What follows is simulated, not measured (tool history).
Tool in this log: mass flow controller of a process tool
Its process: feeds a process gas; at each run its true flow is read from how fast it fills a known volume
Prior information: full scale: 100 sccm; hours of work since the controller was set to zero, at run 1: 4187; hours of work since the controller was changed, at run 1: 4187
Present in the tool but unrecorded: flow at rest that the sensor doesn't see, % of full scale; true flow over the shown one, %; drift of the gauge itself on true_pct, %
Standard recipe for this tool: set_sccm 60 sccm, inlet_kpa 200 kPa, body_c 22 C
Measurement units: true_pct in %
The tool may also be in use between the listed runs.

run,hour,set_sccm,inlet_kpa,body_c,hours of work since the controller was set to zero,hours of work since the controller was changed,true_pct
1,0.0,60,200,22,4187,4187,99.58
2,341.9,60,200,22,4323,4323,99.58
3,758.3,60,200,22,4489,4489,99.64
4,1125.4,60,200,22,4635,4635,99.60
5,1437.1,60,200,22,4759,4759,99.66
6,1642.3,60,141,22,4841,4841,99.29
7,1878.5,15,141,22,4935,4935,99.15
8,2113.4,60,200,22,5029,5029,99.57
9,2407.0,60,200,34,5146,5146,100.55
10,2707.6,60,200,34,5265,5265,100.57
11,2909.0,60,200,22,5346,5346,99.69
12,3157.6,60,200,22,5445,5445,99.53
13,3472.3,60,200,22,5570,5570,99.51
14,3692.6,60,200,22,5658,5658,99.66
15,4006.9,48,200,22,5783,5783,99.53
16,4340.6,48,200,22,5916,5916,99.66
17,4603.6,60,200,22,6020,6020,99.61
18,4827.7,43,200,22,6110,6110,99.62
19,5083.0,60,271,22,6211,6211,99.92
20,5482.5,60,271,22,6370,6370,99.97
21,5758.3,60,271,22,6480,6480,99.77
22,6022.3,60,271,22,6585,6585,100.01
23,6263.7,60,162,22,6681,6681,99.36
24,6570.0,60,200,31,6803,6803,100.37
25,6791.5,95,144,20,6892,6892,99.36
26,7144.8,60,222,22,7032,7032,99.53
27,7464.2,11,257,21,7159,7159,99.43
28,7651.2,11,257,21,7234,7234,99.55
29,7852.7,60,230,22,7314,7314,99.62
30,8258.6,46,229,36,7476,7476,100.85
31,8561.1,78,200,24,7596,7596,99.83
32,8771.2,37,200,28,7680,7680,99.87
33,9136.0,12,160,28,7825,7825,99.67
34,9473.4,12,194,22,7959,7959,99.24
35,9848.9,60,200,38,8109,8109,100.94
# hour 10000.8: controller's zero set anew
36,10097.9,95,157,21,39,8208,99.45
37,10392.1,95,157,21,156,8325,99.48
38,10572.3,95,157,21,228,8397,99.37
# hour 10838.5: controller exchanged for a calibrated one
39,10844.6,95,157,21,2,2,99.66
40,11039.7,21,263,22,80,80,99.84
41,11316.9,21,263,22,191,191,99.77
42,11686.4,60,258,22,338,338,99.81
43,12026.0,60,258,22,473,473,99.84
44,12402.6,60,258,22,623,623,99.85
45,12570.6,97,187,22,690,690,99.73

4 ways to go on from here, each from the tool as it stands after run 45. What would each give?
A,12910.8,21,166,22,825,825,?
B,12910.8,60,168,22,825,825,?
C,12910.8,14,245,35,825,825,?
D,12910.8,81,194,38,825,825,?

run,true_pct
A,99.31
B,99.46
C,100.67
D,100.99
Without the tool's unlogged condition, the same runs would have read:
run,true_pct
A,99.32
B,99.47
C,100.68
D,100.99

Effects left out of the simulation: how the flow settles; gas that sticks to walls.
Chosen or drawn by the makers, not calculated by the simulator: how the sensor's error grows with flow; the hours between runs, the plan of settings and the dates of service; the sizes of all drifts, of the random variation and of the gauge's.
